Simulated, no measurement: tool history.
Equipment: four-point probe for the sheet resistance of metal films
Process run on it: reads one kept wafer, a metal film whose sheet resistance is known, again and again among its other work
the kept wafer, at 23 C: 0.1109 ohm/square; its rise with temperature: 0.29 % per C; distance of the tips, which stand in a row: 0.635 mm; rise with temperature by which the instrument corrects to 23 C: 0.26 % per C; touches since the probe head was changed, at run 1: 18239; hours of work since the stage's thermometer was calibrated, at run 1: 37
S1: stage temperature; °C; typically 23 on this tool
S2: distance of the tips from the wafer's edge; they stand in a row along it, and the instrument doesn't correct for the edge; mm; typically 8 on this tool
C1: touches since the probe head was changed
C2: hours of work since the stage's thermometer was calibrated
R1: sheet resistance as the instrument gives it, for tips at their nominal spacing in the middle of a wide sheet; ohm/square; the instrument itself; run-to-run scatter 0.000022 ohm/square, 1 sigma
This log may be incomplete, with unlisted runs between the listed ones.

run   hour  S1  S2     C1   C2        R1
  1    0.0  23   8  18239   37  0.110792
  2   18.3  23  13  18616   44  0.110563
  3   38.3  20   8  19030   53  0.110699
  4   70.9  20   8  19704   67  0.110697
  5   98.7  20   8  20280   78  0.110644
  6  116.8  20   8  20653   86  0.110710
  7  137.2  23  62  21076   94  0.110327
  8  159.1  23  62  21528  104  0.110389
  9  190.7  23  62  22181  117  0.110355
 10  212.1  23  62  22624  126  0.110354
 11  241.0  33   8  23221  138  0.110949
 12  266.1  33   8  23740  148  0.110919
     269.5  -- stage's thermometer calibrated
 13  282.2  33   8  24064    5  0.110920
 14  312.6  33   8  24691   18  0.110915
 15  344.2  23   6  25345   31  0.110918
 16  361.0  20   8  25692   38  0.110563
 17  388.9  20  46  26269   50  0.110212
 18  411.2  20  46  26731   60  0.110177
     426.1  -- stage's thermometer calibrated, once more
 19  429.8  20  46  27105    2  0.110154
 20  444.0  23   8  27398    8  0.110552
 21  466.8  18  39  27870   17  0.110130
 22  489.7  18  39  28343   27  0.110097
 23  506.1  35  14  28682   34  0.110617
 24  530.5  21   8  29188   44  0.110500
 25  562.5  18   9  29849   57  0.110332
 26  582.2  18   9  30255   66  0.110355
 27  603.8  18   9  30702   75  0.110343
 28  626.7  18   9  31176   84  0.110343
 29  655.8  20  15  31778   96  0.110193
 30  682.5  20  15  32330  108  0.110134
 31  695.9  34   5  32607  113  0.111299
 32  726.9  34   5  33247  126  0.111316
 33  751.3  19   4  33752  137  0.111484
 34  772.0  19   4  34179  145  0.111448
 35  803.8  30   8  34838  159  0.110629
 36  823.6  24   4  35247  167  0.111571
 37  846.7  29  11  35725  177  0.110400
 38  870.2  26  10  36210  187  0.110379
 39  884.4  31  47  36504  192  0.110228
 40  900.4  28  28  36835  199  0.110137

Predict each of these 4 candidate next runs independently; none follows another, all start after run 40:
  A  933.0  34  13  37508  213   ?
  B  933.0  34  38  37508  213   ?
  C  933.0  34   8  37508  213   ?
  D  933.0  20   8  37508  213   ?

run        R1
  A  0.110420
  B  0.110329
  C  0.110627
  D  0.110300
Stripped of hidden state, with their random variation kept, the same runs would have yielded:
run        R1
  A  0.111311
  B  0.111219
  C  0.111519
  D  0.111189
